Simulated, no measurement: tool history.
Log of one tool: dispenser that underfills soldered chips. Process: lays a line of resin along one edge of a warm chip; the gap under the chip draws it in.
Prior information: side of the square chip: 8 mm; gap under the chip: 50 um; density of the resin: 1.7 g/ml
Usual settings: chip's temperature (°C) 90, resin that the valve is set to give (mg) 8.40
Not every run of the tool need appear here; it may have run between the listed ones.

run	hour	chip's temperature (°C)	resin that the valve is set to give (mg)	time until the resin shows at the far edge (s)	resin that the valve gave (mg)
1	0.0	90	8.40	26.9	8.26
# hour 2.7: new syringe of resin
2	3.4	90	8.40	22.1	8.23
3	8.4	90	8.40	25.2	8.24
# hour 12.6: new syringe of resin
4	14.0	90	9.20	22.1	8.93
5	19.1	90	9.20	26.5	8.96
# hour 22.6: new syringe of resin
# hour 24.6: dispensing valve cleaned and set on the balance
6	25.1	90	9.20	21.9	9.18
7	29.7	90	9.20	25.3	9.20
# hour 33.3: new syringe of resin
8	36.6	90	8.40	24.4	8.36
9	41.6	90	8.40	27.8	8.36
# hour 43.1: new syringe of resin
10	47.8	90	8.40	24.9	8.36
11	51.2	90	8.40	28.2	8.31
# hour 52.8: new syringe of resin
12	56.0	90	8.40	23.3	8.27
13	61.4	90	8.40	28.1	8.34
# hour 62.6: new syringe of resin
14	68.3	96	9.01	20.6	8.95
15	71.7	96	9.01	22.6	8.94
# hour 72.5: new syringe of resin
16	75.6	80	10.79	37.0	10.61
17	80.0	84	9.59	35.6	9.46
# hour 82.5: new syringe of resin
18	83.5	86	7.99	26.4	7.88
19	87.8	86	7.99	30.5	7.83
# hour 92.3: new syringe of resin
20	94.6	81	10.68	33.7	10.51
21	97.9	79	7.65	42.5	7.49
22	101.2	101	7.85	18.6	7.70
# hour 102.0: new syringe of resin
23	105.8	79	10.81	37.5	10.60
24	109.9	76	10.48	49.0	10.18
# hour 112.0: new syringe of resin
25	116.5	88	8.71	27.4	8.42

4 ways to go on from here, each from the tool as it stands after run 25. What would each give?
A	119.5	76	8.40	?	?
B	119.5	98	10.80	?	?
C	119.5	97	9.45	?	?
D	119.5	102	8.40	?	?

run	time until the resin shows at the far edge (s)	resin that the valve gave (mg)
A	50.9	8.21
B	19.5	10.52
C	19.7	9.25
D	16.9	8.18
With no hidden state in the tool, these same runs would have given:
run	time until the resin shows at the far edge (s)	resin that the valve gave (mg)
A	37.6	8.40
B	14.4	10.77
C	14.5	9.47
D	12.5	8.37

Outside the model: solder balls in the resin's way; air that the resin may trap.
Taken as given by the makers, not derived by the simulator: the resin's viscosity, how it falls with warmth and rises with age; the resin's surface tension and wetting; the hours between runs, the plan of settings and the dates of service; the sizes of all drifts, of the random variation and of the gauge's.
